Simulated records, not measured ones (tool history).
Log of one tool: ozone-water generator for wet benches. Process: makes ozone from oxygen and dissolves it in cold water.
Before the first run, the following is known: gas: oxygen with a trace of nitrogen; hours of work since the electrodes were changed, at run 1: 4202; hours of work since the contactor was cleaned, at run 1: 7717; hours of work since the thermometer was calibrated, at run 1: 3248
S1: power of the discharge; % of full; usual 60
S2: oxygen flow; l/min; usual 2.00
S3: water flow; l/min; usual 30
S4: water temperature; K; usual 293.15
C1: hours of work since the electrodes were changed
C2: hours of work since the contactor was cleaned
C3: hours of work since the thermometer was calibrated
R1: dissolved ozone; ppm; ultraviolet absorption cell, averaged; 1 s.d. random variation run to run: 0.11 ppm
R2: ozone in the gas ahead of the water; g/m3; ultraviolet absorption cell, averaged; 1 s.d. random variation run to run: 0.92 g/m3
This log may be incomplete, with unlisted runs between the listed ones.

| run | hour | S1 | S2 | S3 | S4 | C1 | C2 | C3 | R1 | R2 |
|---|---|---|---|---|---|---|---|---|---|---|
| 1 | 0.0 | 60 | 2.00 | 30 | 293.15 | 4202 | 7717 | 3248 | 7.1 | 153.8 |
| 2 | 163.7 | 60 | 2.00 | 30 | 293.15 | 4319 | 7834 | 3365 | 6.9 | 155.2 |
| 3 | 273.1 | 60 | 2.00 | 30 | 293.15 | 4397 | 7912 | 3443 | 6.9 | 155.2 |
| 4 | 397.9 | 60 | 2.00 | 33 | 293.15 | 4487 | 8002 | 3533 | 6.2 | 154.8 |
| 5 | 566.0 | 60 | 2.00 | 33 | 293.15 | 4607 | 8122 | 3653 | 6.0 | 157.0 |
| 6 | 757.6 | 60 | 2.00 | 30 | 293.15 | 4745 | 8260 | 3791 | 6.9 | 155.1 |
| 7 | 926.9 | 60 | 2.00 | 30 | 293.15 | 4866 | 8381 | 3912 | 6.9 | 154.2 |
| 8 | 1111.1 | 60 | 2.00 | 30 | 293.15 | 4998 | 8513 | 4044 | 6.9 | 155.0 |
| 9 | 1338.0 | 60 | 2.00 | 30 | 293.15 | 5160 | 8675 | 4207 | 6.8 | 153.8 |
| 10 | 1507.2 | 60 | 2.00 | 21 | 293.15 | 5282 | 8797 | 4328 | 9.8 | 153.4 |
| 11 | 1604.0 | 60 | 2.00 | 21 | 293.15 | 5351 | 8866 | 4397 | 9.9 | 152.8 |
| 12 | 1704.1 | 60 | 2.00 | 30 | 300.15 | 5423 | 8938 | 4469 | 6.8 | 154.8 |
| 13 | 1861.4 | 60 | 3.38 | 30 | 293.15 | 5536 | 9051 | 4582 | 7.5 | 109.0 |
| 14 | 2034.9 | 60 | 2.00 | 30 | 293.15 | 5660 | 9175 | 4706 | 6.9 | 155.0 |
| 15 | 2178.4 | 60 | 2.00 | 30 | 293.15 | 5763 | 9278 | 4809 | 6.8 | 155.3 |
|  | 2303.8 | water thermometer calibrated |
| 16 | 2394.1 | 60 | 2.00 | 30 | 293.15 | 5917 | 9432 | 65 | 7.0 | 153.2 |
| 17 | 2601.0 | 60 | 2.00 | 30 | 293.15 | 6065 | 9580 | 213 | 7.0 | 155.3 |
| 18 | 2794.8 | 56 | 2.82 | 34 | 298.15 | 6204 | 9719 | 352 | 5.8 | 115.9 |
| 19 | 3016.7 | 90 | 2.46 | 21 | 293.15 | 6363 | 9878 | 511 | 14.3 | 194.2 |
| 20 | 3147.1 | 89 | 3.56 | 30 | 293.15 | 6457 | 9972 | 604 | 10.2 | 149.9 |
| 21 | 3364.7 | 74 | 1.38 | 30 | 293.15 | 6613 | 10128 | 760 | 7.9 | 238.1 |
| 22 | 3580.8 | 74 | 1.38 | 30 | 293.15 | 6768 | 10283 | 915 | 7.8 | 235.6 |
| 23 | 3683.6 | 60 | 1.69 | 30 | 293.15 | 6841 | 10356 | 989 | 6.8 | 174.2 |
| 24 | 3811.1 | 90 | 1.07 | 30 | 298.15 | 6933 | 10448 | 1080 | 8.6 | 332.5 |
| 25 | 4036.0 | 56 | 3.36 | 25 | 298.15 | 7094 | 10609 | 1241 | 7.8 | 103.6 |
|  | 4060.6 | contactor cleaned |
| 26 | 4246.5 | 88 | 2.00 | 30 | 289.15 | 7242 | 133 | 1389 | 9.9 | 214.5 |
| 27 | 4396.5 | 88 | 2.00 | 45 | 298.15 | 7349 | 241 | 1497 | 6.0 | 215.0 |
| 28 | 4524.1 | 42 | 2.65 | 31 | 296.15 | 7441 | 332 | 1588 | 5.0 | 94.0 |
| 29 | 4728.4 | 60 | 2.00 | 44 | 290.15 | 7587 | 479 | 1735 | 4.6 | 154.0 |
| 30 | 4909.2 | 60 | 2.00 | 44 | 290.15 | 7717 | 608 | 1864 | 4.5 | 153.9 |
| 31 | 5015.9 | 60 | 2.81 | 27 | 299.15 | 7793 | 685 | 1941 | 7.5 | 123.2 |
| 32 | 5201.1 | 71 | 1.66 | 34 | 293.15 | 7926 | 817 | 2074 | 6.8 | 203.1 |

Hidden state at the last listed run before each entry between runs and at the first one after, where it differs:
Logged between run 15 and run 16: water thermometer calibrated (hour 2303.8)
  both runs share identical hidden conditions
Logged between run 25 and run 26: contactor cleaned (hour 4060.6)
  contactor's efficiency, % of a clean one's: 99.8 -> 100

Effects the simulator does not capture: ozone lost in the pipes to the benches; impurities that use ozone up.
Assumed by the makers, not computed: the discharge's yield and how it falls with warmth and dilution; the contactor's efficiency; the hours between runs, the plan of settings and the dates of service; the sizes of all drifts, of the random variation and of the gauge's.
